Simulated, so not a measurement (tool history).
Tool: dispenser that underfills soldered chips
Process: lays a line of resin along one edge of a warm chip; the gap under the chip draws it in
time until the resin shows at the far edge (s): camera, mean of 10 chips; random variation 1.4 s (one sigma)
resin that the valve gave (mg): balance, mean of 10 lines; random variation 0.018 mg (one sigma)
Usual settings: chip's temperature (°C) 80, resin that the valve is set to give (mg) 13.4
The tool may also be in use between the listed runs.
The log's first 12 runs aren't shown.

run   hour  chip's temperature (°C)  resin that the valve is set to give (mg)  hours of work since the syringe was changed  hours of work since the valve was cleaned  hours of work since the stage was calibrated  time until the resin shows at the far edge (s)  resin that the valve gave (mg)
      61.3  -- new syringe of resin
 13   61.6                       86                                      13.4                                            0                                         15                                           231                                           114.5                           13.33
 14   66.0                       86                                      13.4                                            4                                         19                                           234                                           149.8                           13.30
 15   73.1                       86                                      13.4                                            9                                         24                                           240                                           221.2                           13.28
      76.7  -- new syringe of resin
 16   77.4                       86                                      13.4                                            0                                         27                                           243                                           117.6                           13.29
 17   83.8                       80                                      13.4                                            5                                         32                                           248                                           209.5                           13.24
 18   89.7                       80                                      13.4                                           10                                         37                                           252                                           293.9                           13.22
      92.2  -- new syringe of resin
 19   94.8                       80                                      14.5                                            2                                         41                                           256                                           165.0                           14.26
 20  101.9                       88                                      14.0                                            7                                         46                                           262                                           190.8                           13.71
 21  105.8                       91                                      15.5                                           11                                         49                                           265                                           213.5                           15.18
     107.9  -- new syringe of resin
 22  109.8                       91                                      15.5                                            1                                         52                                           267                                           108.0                           15.14
 23  116.3                       73                                      12.8                                            6                                         57                                           272                                           298.7                           12.48
 24  120.0                       67                                      15.1                                            9                                         60                                           275                                           451.3                           14.73
     122.2  -- dispensing valve cleaned and set on the balance
     124.5  -- new syringe of resin
 25  126.6                       67                                      15.1                                            2                                          3                                           279                                           261.4                           15.04
 26  133.1                       80                                      14.0                                            7                                          8                                           284                                           226.0                           13.88
 27  137.2                       71                                      16.4                                           10                                         11                                           288                                           394.6                           16.28
     140.1  -- new syringe of resin
 28  144.7                       93                                      11.6                                            4                                         17                                           293                                           124.2                           11.48
 29  147.9                       93                                      11.6                                            6                                         19                                           296                                           147.2                           11.48
 30  154.6                       77                                      11.9                                           11                                         25                                           301                                           385.1                           11.74
     155.4  -- new syringe of resin
 31  159.3                       94                                      15.2                                            3                                         28                                           304                                           110.2                           14.97
 32  163.3                       89                                      13.5                                            6                                         31                                           307                                           163.8                           13.27
 33  169.5                       89                                      13.5                                           11                                         36                                           312                                           233.2                           13.26
     171.3  -- new syringe of resin
 34  173.4                       94                                      13.6                                            2                                         39                                           315                                           100.0                           13.35
 35  178.2                       70                                      12.9                                            5                                         42                                           318                                           311.0                           12.60
 36  182.1                       78                                      13.2                                            8                                         45                                           322                                           290.6                           12.88

Forecast each of these 4 alternatives for the next run:
  A  185.4                       68                                      13.2                                           11                                         48                                           324                                               ?                               ?
  B  185.4                       92                                      16.1                                           11                                         48                                           324                                               ?                               ?
  C  185.4                       80                                      17.3                                           11                                         48                                           324                                               ?                               ?
  D  185.4                       84                                      12.3                                           11                                         48                                           324                                               ?                               ?

run  time until the resin shows at the far edge (s)  resin that the valve gave (mg)
  A                                           510.8                           12.90
  B                                           211.0                           15.71
  C                                           316.2                           16.88
  D                                           284.0                           12.01
Without the tool's hidden state the same runs would have given:
run  time until the resin shows at the far edge (s)  resin that the valve gave (mg)
  A                                           208.6                           13.22
  B                                            87.1                           16.10
  C                                           130.3                           17.30
  D                                           116.4                           12.31

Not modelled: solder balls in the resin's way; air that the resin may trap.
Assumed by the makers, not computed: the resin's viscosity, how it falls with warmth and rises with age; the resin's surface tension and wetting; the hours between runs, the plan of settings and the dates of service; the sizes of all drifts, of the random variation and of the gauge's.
